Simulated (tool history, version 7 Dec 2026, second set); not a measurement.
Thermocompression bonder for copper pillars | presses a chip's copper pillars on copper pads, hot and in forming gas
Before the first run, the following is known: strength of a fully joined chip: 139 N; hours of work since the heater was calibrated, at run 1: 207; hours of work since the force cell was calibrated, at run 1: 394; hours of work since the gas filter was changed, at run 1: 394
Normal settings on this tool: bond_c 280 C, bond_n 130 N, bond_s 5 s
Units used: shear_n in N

run	hour	bond_c	bond_n	bond_s	hours of work since the heater was calibrated	hours of work since the force cell was calibrated	hours of work since the gas filter was changed	shear_n
1	0	280	130	5	207	394	394	85.5
2	8.6	280	141	5	212	398	398	90.4
3	15.4	280	141	5	215	402	402	91
4	23.9	280	141	5	220	407	407	89.7
5	31.4	280	141	5	224	411	411	91.2
6	38	280	130	5	228	414	414	86.3
7	48.1	280	130	5	233	420	420	86.3
8	58.2	280	130	5	239	425	425	86.2
9	68.3	280	130	5	244	431	431	85.2
10	77.2	273	130	5	249	436	436	80
# hour 82.5: forming gas filter changed
11	87.5	273	130	5	254	441	3	85
12	97.7	280	180	5	260	447	8	107.9
13	108	280	180	5	265	452	14	106.6
14	112.3	280	180	5	268	454	16	108.9
15	122.5	280	180	5	273	460	22	108.6
16	128.1	280	180	5	276	463	25	106.7
17	135.4	280	180	5	280	467	29	107.6
18	146	280	171	4	286	473	34	99.6
19	151.6	280	171	4	289	476	38	98.2
20	161.8	253	87	11	295	481	43	61.4
21	172.1	253	87	11	300	487	49	61.5
22	178.3	253	87	11	304	490	52	62.2
23	188.5	253	87	11	309	496	58	61.4
24	198.1	297	130	11	314	501	63	121.9
25	208.8	260	130	11	320	507	69	91.5
26	219.3	304	130	8	326	513	74	118.3
27	229.2	277	139	7	331	518	80	100.1
28	233.5	277	139	7	334	520	82	98.3
29	244.1	277	139	7	339	526	88	98.2
30	248.7	280	159	9	342	529	90	114.3
31	258	299	187	3	347	534	95	113.4

Each row is a separate what-if for the run after 31, all from the same tool condition, not one after another. Results?
A	264.7	302	130	5	350	537	99	?
B	264.7	275	187	3	350	537	99	?
C	264.7	299	134	3	350	537	99	?
D	264.7	299	181	4	350	537	99	?
E	264.7	299	124	6	350	537	99	?

run	shear_n
A	108.5
B	93.1
C	95.9
D	115.6
E	108
Without the tool's unlogged condition, the same runs would have read:
run	shear_n
A	110.1
B	94.4
C	97.4
D	117.3
E	109.6
